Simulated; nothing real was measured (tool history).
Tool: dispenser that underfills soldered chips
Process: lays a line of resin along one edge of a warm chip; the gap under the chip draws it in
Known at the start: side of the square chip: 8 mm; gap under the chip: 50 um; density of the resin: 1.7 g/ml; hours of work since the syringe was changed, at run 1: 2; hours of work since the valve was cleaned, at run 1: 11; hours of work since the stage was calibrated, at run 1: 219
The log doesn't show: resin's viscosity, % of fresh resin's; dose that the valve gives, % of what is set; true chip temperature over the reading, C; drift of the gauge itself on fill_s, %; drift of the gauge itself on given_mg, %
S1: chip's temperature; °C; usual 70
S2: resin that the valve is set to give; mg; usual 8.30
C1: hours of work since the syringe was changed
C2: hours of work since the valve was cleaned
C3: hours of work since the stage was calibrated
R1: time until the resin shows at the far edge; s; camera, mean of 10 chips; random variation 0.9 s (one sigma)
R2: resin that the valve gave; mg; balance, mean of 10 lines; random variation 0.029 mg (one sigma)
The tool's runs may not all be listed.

| run | hour | S1 | S2 | C1 | C2 | C3 | R1 | R2 |
|---|---|---|---|---|---|---|---|---|
| 1 | 0.0 | 70 | 8.30 | 2 | 11 | 219 | 98.7 | 8.21 |
| 2 | 12.6 | 70 | 8.30 | 9 | 19 | 226 | 142.6 | 8.21 |
|  | 14.0 | new syringe of resin |
| 3 | 25.2 | 70 | 10.16 | 7 | 26 | 234 | 125.8 | 9.96 |
|  | 30.6 | new syringe of resin |
| 4 | 32.7 | 70 | 10.16 | 1 | 31 | 238 | 95.3 | 9.89 |
| 5 | 41.1 | 70 | 10.16 | 6 | 36 | 243 | 125.4 | 9.89 |
|  | 47.5 | new syringe of resin |
| 6 | 49.6 | 70 | 10.16 | 1 | 41 | 248 | 98.1 | 9.86 |
| 7 | 58.4 | 70 | 10.16 | 7 | 46 | 254 | 127.0 | 9.85 |
|  | 64.6 | new syringe of resin |
| 8 | 69.6 | 70 | 8.69 | 3 | 53 | 260 | 103.8 | 8.39 |
| 9 | 80.1 | 70 | 8.69 | 9 | 59 | 266 | 147.9 | 8.31 |
|  | 81.4 | new syringe of resin |
| 10 | 86.2 | 70 | 8.30 | 3 | 63 | 270 | 108.4 | 7.90 |
| 11 | 95.0 | 62 | 8.30 | 8 | 68 | 275 | 199.7 | 7.88 |
|  | 98.7 | new syringe of resin |
| 12 | 107.9 | 62 | 8.30 | 6 | 76 | 283 | 170.8 | 7.82 |
|  | 115.0 | new syringe of resin |
| 13 | 118.1 | 62 | 8.30 | 2 | 82 | 289 | 146.5 | 7.79 |
|  | 131.4 | new syringe of resin |
| 14 | 131.9 | 62 | 8.30 | 0 | 90 | 297 | 135.8 | 7.70 |
| 15 | 142.4 | 70 | 8.30 | 7 | 96 | 303 | 128.1 | 7.71 |
|  | 147.8 | new syringe of resin |
|  | 152.2 | dispensing valve cleaned and set on the balance |
| 16 | 153.5 | 85 | 9.10 | 3 | 1 | 309 | 54.5 | 9.12 |
| 17 | 163.1 | 64 | 9.76 | 9 | 7 | 315 | 179.8 | 9.75 |
|  | 165.2 | new syringe of resin |
| 18 | 174.7 | 64 | 9.76 | 6 | 13 | 322 | 157.3 | 9.68 |
|  | 181.5 | new syringe of resin |
| 19 | 184.1 | 64 | 9.76 | 2 | 19 | 328 | 125.5 | 9.62 |
| 20 | 195.1 | 64 | 9.76 | 8 | 26 | 334 | 176.0 | 9.57 |
|  | 197.8 | new syringe of resin |
| 21 | 201.0 | 80 | 8.18 | 2 | 29 | 338 | 66.4 | 8.03 |
| 22 | 207.6 | 80 | 8.18 | 6 | 33 | 342 | 83.1 | 7.95 |
|  | 214.7 | new syringe of resin |
| 23 | 218.8 | 80 | 8.18 | 2 | 40 | 348 | 69.1 | 7.94 |
|  | 231.0 | new syringe of resin |
| 24 | 231.0 | 80 | 8.18 | 0 | 47 | 356 | 62.2 | 7.89 |
| 25 | 239.3 | 80 | 8.18 | 5 | 52 | 361 | 80.3 | 7.83 |
|  | 247.4 | new syringe of resin |
| 26 | 249.7 | 80 | 8.18 | 1 | 58 | 367 | 66.7 | 7.84 |
| 27 | 255.3 | 59 | 9.66 | 5 | 61 | 370 | 191.5 | 9.21 |
| 28 | 262.1 | 72 | 9.00 | 9 | 65 | 374 | 134.8 | 8.52 |
|  | 264.4 | new syringe of resin |
| 29 | 269.3 | 62 | 9.58 | 3 | 70 | 378 | 154.8 | 9.06 |

The same runs without the tool's hidden state, with the same run-to-run variation:
| run | R1 | R2 |
|---|---|---|
| 1 | 86.2 | 8.27 |
| 2 | 84.8 | 8.32 |
| 3 | 83.9 | 10.15 |
| 4 | 83.2 | 10.12 |
| 5 | 84.8 | 10.15 |
| 6 | 84.3 | 10.17 |
| 7 | 83.3 | 10.20 |
| 8 | 83.3 | 8.73 |
| 9 | 85.8 | 8.69 |
| 10 | 86.0 | 8.29 |
| 11 | 120.4 | 8.30 |
| 12 | 118.3 | 8.29 |
| 13 | 120.6 | 8.30 |
| 14 | 121.5 | 8.26 |
| 15 | 83.9 | 8.32 |
| 16 | 44.8 | 9.11 |
| 17 | 109.5 | 9.79 |
| 18 | 107.1 | 9.77 |
| 19 | 106.5 | 9.75 |
| 20 | 107.0 | 9.75 |
| 21 | 56.1 | 8.20 |
| 22 | 57.4 | 8.15 |
| 23 | 55.8 | 8.19 |
| 24 | 56.1 | 8.18 |
| 25 | 56.3 | 8.15 |
| 26 | 56.2 | 8.21 |
| 27 | 135.5 | 9.66 |
| 28 | 77.9 | 8.97 |
| 29 | 117.0 | 9.57 |
